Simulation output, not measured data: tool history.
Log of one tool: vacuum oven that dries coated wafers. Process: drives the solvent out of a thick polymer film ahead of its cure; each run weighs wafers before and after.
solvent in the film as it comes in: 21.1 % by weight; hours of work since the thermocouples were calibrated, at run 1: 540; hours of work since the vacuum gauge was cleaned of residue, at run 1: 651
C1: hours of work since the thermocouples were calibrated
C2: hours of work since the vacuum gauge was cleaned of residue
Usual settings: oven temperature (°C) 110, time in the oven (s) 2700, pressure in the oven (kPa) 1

{"run": 1, "hour": 0.0, "oven temperature (°C)": 110, "time in the oven (s)": 2700, "pressure in the oven (kPa)": 1, "C1": 540, "C2": 651, "solvent left in the film (%)": 1.78}
{"run": 2, "hour": 65.3, "oven temperature (°C)": 110, "time in the oven (s)": 2700, "pressure in the oven (kPa)": 1, "C1": 574, "C2": 685, "solvent left in the film (%)": 1.81}
{"run": 3, "hour": 159.6, "oven temperature (°C)": 110, "time in the oven (s)": 2700, "pressure in the oven (kPa)": 1, "C1": 622, "C2": 734, "solvent left in the film (%)": 1.8}
{"run": 4, "hour": 227.1, "oven temperature (°C)": 110, "time in the oven (s)": 2700, "pressure in the oven (kPa)": 1, "C1": 657, "C2": 768, "solvent left in the film (%)": 1.85}
{"hour": 274.1, "done": "oven's thermocouples calibrated"}
{"run": 5, "hour": 309.5, "oven temperature (°C)": 107, "time in the oven (s)": 2700, "pressure in the oven (kPa)": 1, "C1": 18, "C2": 810, "solvent left in the film (%)": 2.59}
{"run": 6, "hour": 405.1, "oven temperature (°C)": 110, "time in the oven (s)": 2700, "pressure in the oven (kPa)": 0.56, "C1": 67, "C2": 859, "solvent left in the film (%)": 1.5}
{"run": 7, "hour": 493.9, "oven temperature (°C)": 110, "time in the oven (s)": 2700, "pressure in the oven (kPa)": 0.56, "C1": 113, "C2": 905, "solvent left in the film (%)": 1.49}
{"hour": 500.4, "done": "vacuum gauge cleaned of residue and calibrated"}
{"run": 8, "hour": 581.9, "oven temperature (°C)": 110, "time in the oven (s)": 2700, "pressure in the oven (kPa)": 0.56, "C1": 158, "C2": 42, "solvent left in the film (%)": 1.56}
{"run": 9, "hour": 655.0, "oven temperature (°C)": 110, "time in the oven (s)": 2700, "pressure in the oven (kPa)": 0.56, "C1": 195, "C2": 80, "solvent left in the film (%)": 1.63}
{"run": 10, "hour": 744.6, "oven temperature (°C)": 110, "time in the oven (s)": 2700, "pressure in the oven (kPa)": 0.56, "C1": 241, "C2": 126, "solvent left in the film (%)": 1.62}
{"run": 11, "hour": 801.2, "oven temperature (°C)": 110, "time in the oven (s)": 2700, "pressure in the oven (kPa)": 0.62, "C1": 271, "C2": 155, "solvent left in the film (%)": 1.71}
{"hour": 830.9, "done": "vacuum gauge cleaned of residue and calibrated, once more"}
{"run": 12, "hour": 896.8, "oven temperature (°C)": 110, "time in the oven (s)": 1560, "pressure in the oven (kPa)": 1.78, "C1": 319, "C2": 34, "solvent left in the film (%)": 4.05}
{"run": 13, "hour": 950.9, "oven temperature (°C)": 102, "time in the oven (s)": 2700, "pressure in the oven (kPa)": 0.79, "C1": 347, "C2": 62, "solvent left in the film (%)": 3.35}
{"run": 14, "hour": 1037.0, "oven temperature (°C)": 101, "time in the oven (s)": 3000, "pressure in the oven (kPa)": 3.37, "C1": 391, "C2": 106, "solvent left in the film (%)": 6.78}
{"run": 15, "hour": 1117.1, "oven temperature (°C)": 121, "time in the oven (s)": 3000, "pressure in the oven (kPa)": 0.55, "C1": 432, "C2": 147, "solvent left in the film (%)": 0.51}
{"run": 16, "hour": 1159.1, "oven temperature (°C)": 116, "time in the oven (s)": 2700, "pressure in the oven (kPa)": 2.98, "C1": 454, "C2": 169, "solvent left in the film (%)": 2.8}
{"run": 17, "hour": 1250.2, "oven temperature (°C)": 116, "time in the oven (s)": 2700, "pressure in the oven (kPa)": 2.98, "C1": 501, "C2": 216, "solvent left in the film (%)": 2.83}

The next listed run, before its measurement:
{"run": 18, "hour": 1312.7, "oven temperature (°C)": 116, "time in the oven (s)": 2700, "pressure in the oven (kPa)": 2.98, "C1": 533, "C2": 248, "solvent left in the film (%)": "?"}

Run 18 came out at solvent left in the film (%) 2.9.
Had the tool carried no hidden state, the very same run would have given solvent left in the film (%) 2.92.
